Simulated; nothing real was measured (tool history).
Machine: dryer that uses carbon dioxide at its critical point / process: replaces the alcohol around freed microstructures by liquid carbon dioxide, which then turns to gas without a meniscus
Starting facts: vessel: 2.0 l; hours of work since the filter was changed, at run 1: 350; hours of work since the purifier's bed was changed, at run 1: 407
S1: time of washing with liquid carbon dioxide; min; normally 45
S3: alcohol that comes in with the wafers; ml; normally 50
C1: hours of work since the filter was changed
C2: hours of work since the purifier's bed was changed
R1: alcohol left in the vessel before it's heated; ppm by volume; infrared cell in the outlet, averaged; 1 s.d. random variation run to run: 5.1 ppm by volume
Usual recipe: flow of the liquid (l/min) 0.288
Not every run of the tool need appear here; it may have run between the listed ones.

run 1 hour=0 | S1=45 flow_of_the_liquid_(l/min)=0.288 S3=50 | C1=350 C2=407 | R1=217
run 2 hour=30.4 | S1=45 flow_of_the_liquid_(l/min)=0.288 S3=50 | C1=363 C2=420 | R1=228
-- hour=46.2 inlet filter changed
run 3 hour=63.2 | S1=45 flow_of_the_liquid_(l/min)=0.297 S3=50 | C1=7 C2=433 | R1=184
run 4 hour=84 | S1=45 flow_of_the_liquid_(l/min)=0.297 S3=50 | C1=16 C2=442 | R1=174
run 5 hour=102.2 | S1=45 flow_of_the_liquid_(l/min)=0.205 S3=50 | C1=24 C2=450 | R1=510
run 6 hour=126.6 | S1=45 flow_of_the_liquid_(l/min)=0.205 S3=50 | C1=34 C2=460 | R1=507
run 7 hour=145.8 | S1=45 flow_of_the_liquid_(l/min)=0.205 S3=50 | C1=42 C2=468 | R1=518
run 8 hour=161.2 | S1=45 flow_of_the_liquid_(l/min)=0.288 S3=50 | C1=49 C2=475 | R1=211
run 9 hour=181.4 | S1=45 flow_of_the_liquid_(l/min)=0.288 S3=50 | C1=58 C2=484 | R1=201
run 10 hour=212 | S1=45 flow_of_the_liquid_(l/min)=0.288 S3=50 | C1=71 C2=497 | R1=215
run 11 hour=242.1 | S1=45 flow_of_the_liquid_(l/min)=0.288 S3=50 | C1=83 C2=509 | R1=208
run 12 hour=263 | S1=45 flow_of_the_liquid_(l/min)=0.288 S3=50 | C1=92 C2=518 | R1=213
run 13 hour=281.5 | S1=45 flow_of_the_liquid_(l/min)=0.288 S3=50 | C1=100 C2=526 | R1=212
run 14 hour=297 | S1=36 flow_of_the_liquid_(l/min)=0.365 S3=23 | C1=107 C2=533 | R1=170
run 15 hour=324.8 | S1=40 flow_of_the_liquid_(l/min)=0.365 S3=71 | C1=119 C2=545 | R1=198
run 16 hour=342.7 | S1=56 flow_of_the_liquid_(l/min)=0.288 S3=46 | C1=126 C2=552 | R1=157
run 17 hour=374.3 | S1=56 flow_of_the_liquid_(l/min)=0.288 S3=46 | C1=140 C2=566 | R1=172
run 18 hour=391.6 | S1=56 flow_of_the_liquid_(l/min)=0.288 S3=46 | C1=147 C2=573 | R1=166
run 19 hour=404.6 | S1=46 flow_of_the_liquid_(l/min)=0.273 S3=38 | C1=153 C2=579 | R1=226
run 20 hour=419.4 | S1=46 flow_of_the_liquid_(l/min)=0.273 S3=38 | C1=159 C2=585 | R1=224
run 21 hour=450.7 | S1=45 flow_of_the_liquid_(l/min)=0.415 S3=90 | C1=172 C2=598 | R1=169
run 22 hour=471.2 | S1=31 flow_of_the_liquid_(l/min)=0.288 S3=20 | C1=181 C2=607 | R1=357
run 23 hour=502.1 | S1=60 flow_of_the_liquid_(l/min)=0.338 S3=59 | C1=194 C2=620 | R1=176

Predict each of these 4 candidate next runs independently; none follows another, all start after run 23:
run A hour=519.1 | S1=45 flow_of_the_liquid_(l/min)=0.207 S3=36 | C1=201 C2=627 | R1=?
run B hour=519.1 | S1=48 flow_of_the_liquid_(l/min)=0.292 S3=40 | C1=201 C2=627 | R1=?
run C hour=519.1 | S1=32 flow_of_the_liquid_(l/min)=0.177 S3=31 | C1=201 C2=627 | R1=?
run D hour=519.1 | S1=48 flow_of_the_liquid_(l/min)=0.288 S3=50 | C1=201 C2=627 | R1=?

run=A R1=476
run=B R1=208
run=C R1=1435
run=D R1=214
Stripped of hidden state, with their random variation kept, the same runs would have yielded:
run=A R1=277
run=B R1=47
run=C R1=1176
run=D R1=49
